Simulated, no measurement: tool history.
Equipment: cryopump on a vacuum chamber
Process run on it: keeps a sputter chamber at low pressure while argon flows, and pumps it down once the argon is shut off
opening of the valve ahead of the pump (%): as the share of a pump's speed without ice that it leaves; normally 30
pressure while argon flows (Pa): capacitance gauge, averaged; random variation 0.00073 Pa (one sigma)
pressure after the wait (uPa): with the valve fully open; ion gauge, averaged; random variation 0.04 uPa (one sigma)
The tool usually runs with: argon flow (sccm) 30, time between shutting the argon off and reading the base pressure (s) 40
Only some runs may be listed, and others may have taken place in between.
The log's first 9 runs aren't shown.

run     day  argon flow (sccm)  time between shutting the argon off and reading the base pressure (s)  opening of the valve ahead of the pump (%)  pressure while argon flows (Pa)  pressure after the wait (uPa)
 10    6.75                 30                                                                     40                                          30                            0.135                           4.53
 11   7.379                 30                                                                     40                                          30                            0.136                           4.45
 12   8.354                 30                                                                     40                                          30                           0.1358                           4.43
 13   8.779                 29                                                                     40                                          30                           0.1315                           4.57
 14   9.588                 29                                                                     40                                          30                           0.1314                           4.54
 15  10.204                 29                                                                     40                                          30                           0.1323                           4.49
 16  10.712                 30                                                                     40                                          30                            0.137                           4.49
 17  11.442                 30                                                                     40                                          30                           0.1385                           4.46
 18  12.004                 13                                                                    103                                          18                           0.0972                           3.35
 19    12.9                 30                                                                     51                                          30                           0.1371                           4.13

Run 20 comes next. What will it give?
 20  13.571                 16                                                                    184                                          24                                ?                              ?

pressure while argon flows (Pa): 0.0901
pressure after the wait (uPa): 2.97
Were there no unlogged condition in the tool, this run, its random variation unchanged, would have produced pressure while argon flows (Pa) 0.087, pressure after the wait (uPa) 0.7.
